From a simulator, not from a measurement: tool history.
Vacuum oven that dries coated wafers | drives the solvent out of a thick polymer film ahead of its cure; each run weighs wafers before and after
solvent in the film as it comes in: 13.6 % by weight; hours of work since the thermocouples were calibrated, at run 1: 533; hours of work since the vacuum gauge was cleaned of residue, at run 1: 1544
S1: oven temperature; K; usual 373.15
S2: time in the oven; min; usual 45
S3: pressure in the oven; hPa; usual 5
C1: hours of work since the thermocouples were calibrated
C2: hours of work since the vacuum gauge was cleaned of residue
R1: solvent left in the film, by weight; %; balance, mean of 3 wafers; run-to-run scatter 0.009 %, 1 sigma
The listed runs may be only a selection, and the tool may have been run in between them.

run 1 hour=0 | S1=373.15 S2=45 S3=5 | C1=533 C2=1544 | R1=1.511
run 2 hour=82.5 | S1=373.15 S2=45 S3=5 | C1=576 C2=1587 | R1=1.495
run 3 hour=136.2 | S1=360.15 S2=45 S3=5 | C1=603 C2=1614 | R1=3.606
run 4 hour=199.9 | S1=373.15 S2=45 S3=5 | C1=636 C2=1647 | R1=1.523
run 5 hour=273.2 | S1=368.15 S2=45 S3=5 | C1=673 C2=1685 | R1=2.228
run 6 hour=356.5 | S1=368.15 S2=45 S3=5 | C1=716 C2=1727 | R1=2.203
run 7 hour=453.7 | S1=368.15 S2=45 S3=5 | C1=766 C2=1777 | R1=2.205
run 8 hour=523.9 | S1=368.15 S2=45 S3=5 | C1=802 C2=1813 | R1=2.205
run 9 hour=569.5 | S1=368.15 S2=45 S3=5 | C1=826 C2=1837 | R1=2.193
run 10 hour=661.1 | S1=373.15 S2=45 S3=3.98 | C1=873 C2=1884 | R1=1.48
run 11 hour=706.7 | S1=373.15 S2=45 S3=3.98 | C1=896 C2=1907 | R1=1.467
-- hour=733.8 oven's thermocouples calibrated
run 12 hour=811.7 | S1=373.15 S2=45 S3=5 | C1=40 C2=1960 | R1=1.529
run 13 hour=878.9 | S1=373.15 S2=39 S3=5 | C1=74 C2=1994 | R1=1.929
run 14 hour=946.1 | S1=373.15 S2=39 S3=5 | C1=109 C2=2029 | R1=1.919
run 15 hour=1038.7 | S1=373.15 S2=45 S3=2.99 | C1=156 C2=2076 | R1=1.458
run 16 hour=1129.9 | S1=373.15 S2=27 S3=5 | C1=203 C2=2123 | R1=3.204
run 17 hour=1177.9 | S1=373.15 S2=65 S3=5 | C1=228 C2=2148 | R1=0.76
run 18 hour=1266.8 | S1=373.15 S2=65 S3=5 | C1=274 C2=2193 | R1=0.76
run 19 hour=1362.7 | S1=373.15 S2=65 S3=5 | C1=323 C2=2243 | R1=0.764
run 20 hour=1462.9 | S1=373.15 S2=26 S3=5 | C1=374 C2=2294 | R1=3.324
run 21 hour=1569 | S1=364.15 S2=45 S3=5 | C1=429 C2=2348 | R1=2.861
run 22 hour=1667.1 | S1=373.15 S2=45 S3=5 | C1=479 C2=2399 | R1=1.498
run 23 hour=1716.6 | S1=373.15 S2=45 S3=6.88 | C1=504 C2=2424 | R1=1.567
run 24 hour=1795.5 | S1=374.15 S2=31 S3=5.44 | C1=545 C2=2465 | R1=2.524
run 25 hour=1895.1 | S1=374.15 S2=31 S3=5.44 | C1=596 C2=2516 | R1=2.52
run 26 hour=1966.7 | S1=374.15 S2=65 S3=5.44 | C1=633 C2=2553 | R1=0.724
-- hour=1974.5 vacuum gauge cleaned of residue and calibrated
run 27 hour=2030.5 | S1=374.15 S2=65 S3=5.44 | C1=665 C2=29 | R1=0.781
run 28 hour=2136.2 | S1=374.15 S2=65 S3=5.44 | C1=719 C2=83 | R1=0.788
run 29 hour=2234.8 | S1=364.15 S2=65 S3=5.44 | C1=770 C2=134 | R1=1.807
-- hour=2267.4 vacuum gauge cleaned of residue and calibrated, once more
run 30 hour=2337.1 | S1=364.15 S2=68 S3=4.05 | C1=821 C2=36 | R1=1.305
run 31 hour=2423.7 | S1=370.15 S2=68 S3=11.54 | C1=866 C2=80 | R1=0.976
run 32 hour=2501.4 | S1=377.15 S2=36 S3=2.61 | C1=906 C2=120 | R1=1.394
-- hour=2508.3 oven's thermocouples calibrated
run 33 hour=2600.9 | S1=377.15 S2=36 S3=2.61 | C1=48 C2=170 | R1=1.592
run 34 hour=2670.1 | S1=373.15 S2=38 S3=13.92 | C1=83 C2=206 | R1=2.312
run 35 hour=2751.3 | S1=378.15 S2=70 S3=6.49 | C1=125 C2=247 | R1=0.394
run 36 hour=2837.8 | S1=370.15 S2=70 S3=13.54 | C1=169 C2=292 | R1=1.152
run 37 hour=2903.1 | S1=373.15 S2=43 S3=5 | C1=203 C2=325 | R1=1.649
run 38 hour=2959.3 | S1=381.15 S2=50 S3=18.62 | C1=231 C2=354 | R1=0.905
run 39 hour=3011.2 | S1=375.15 S2=35 S3=6.2 | C1=258 C2=381 | R1=2.042
run 40 hour=3089.7 | S1=375.15 S2=35 S3=6.2 | C1=298 C2=421 | R1=2.034
run 41 hour=3188.8 | S1=375.15 S2=35 S3=6.2 | C1=349 C2=472 | R1=2.032
run 42 hour=3243.5 | S1=382.15 S2=48 S3=17.62 | C1=377 C2=500 | R1=0.869
run 43 hour=3304.2 | S1=373.15 S2=44 S3=5 | C1=408 C2=531 | R1=1.565
run 44 hour=3353.2 | S1=371.15 S2=44 S3=5 | C1=434 C2=556 | R1=1.82
run 45 hour=3396.9 | S1=384.15 S2=32 S3=17.01 | C1=456 C2=579 | R1=1.406
run 46 hour=3472.1 | S1=384.15 S2=32 S3=17.01 | C1=495 C2=617 | R1=1.401

Predict each of these 3 candidate next runs independently; none follows another, all start after run 46:
run A hour=3540.1 | S1=384.15 S2=45 S3=14.52 | C1=530 C2=652 | R1=?
run B hour=3540.1 | S1=378.15 S2=31 S3=3.26 | C1=530 C2=652 | R1=?
run C hour=3540.1 | S1=360.15 S2=56 S3=5 | C1=530 C2=652 | R1=?

run=A R1=0.736
run=B R1=1.901
run=C R1=2.746
What these runs would have given with no unlogged condition in the tool:
run=A R1=0.707
run=B R1=1.863
run=C R1=2.683
